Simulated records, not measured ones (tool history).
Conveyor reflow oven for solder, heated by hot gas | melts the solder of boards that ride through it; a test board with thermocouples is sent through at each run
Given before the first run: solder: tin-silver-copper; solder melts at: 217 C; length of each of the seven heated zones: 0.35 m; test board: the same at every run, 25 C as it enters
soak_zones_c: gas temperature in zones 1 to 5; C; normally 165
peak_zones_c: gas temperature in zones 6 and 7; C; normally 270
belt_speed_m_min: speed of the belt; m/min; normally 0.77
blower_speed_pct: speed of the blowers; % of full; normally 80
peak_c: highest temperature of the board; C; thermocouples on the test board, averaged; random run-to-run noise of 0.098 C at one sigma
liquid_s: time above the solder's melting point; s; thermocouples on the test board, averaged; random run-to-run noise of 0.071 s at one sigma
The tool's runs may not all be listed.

run,day,soak_zones_c,peak_zones_c,belt_speed_m_min,blower_speed_pct,peak_c,liquid_s
1,0,165,270,0.77,80,254.95,40.18
2,0.338,165,270,0.77,80,254.71,40.11
3,0.75,165,270,0.77,80,254.41,40.11
4,1.438,165,270,0.77,80,254.52,40.18
5,1.996,165,270,0.759,80,255,41.05
6,2.671,153,270,0.77,80,252.51,36.57
7,3.071,165,273,0.77,80,257.14,41.35
8,3.671,165,270,0.77,80,254.15,39.96
9,4.025,165,270,0.77,80,254.09,40.03
10,4.396,165,270,0.77,80,254.13,40.03
11,4.879,165,270,0.77,80,254,39.92
# day 5.238: flux residue cleaned out of gas plates and filters
12,5.383,165,270,0.77,80,256.27,41.51
13,5.783,165,270,0.77,80,256.23,41.43
14,6.417,165,270,0.77,80,256.24,41.3
15,6.862,165,270,0.77,80,256.2,41.15
16,7.362,157,271,0.77,54,251.38,36.62
17,7.829,157,271,0.77,54,251.51,36.41
18,8.233,157,272,0.688,81,260.35,47.02
19,8.533,166,284,0.871,56,259.97,37.11
20,8.879,166,264,0.871,56,242.57,28.4
21,9.325,165,270,0.852,80,252.54,35.15
22,9.862,165,270,0.77,65,253.78,39.77
23,10.188,165,270,0.77,65,253.79,39.93
24,10.762,172,278,0.742,78,265.02,48.26
25,11.442,172,272,0.643,50,259.93,53.69
26,11.725,172,272,0.643,50,259.91,53.64
27,12.388,154,272,0.655,50,256.75,46.35

Run 28 is up next; what results do you expect?
28,12.858,154,272,0.626,50,?,?

{"run 28": {"peak_c": 258.41, "liquid_s": 49.74}}
Minus the tool's unlogged condition, the same run would have read peak_c 258.45 C, liquid_s 49.63 s.
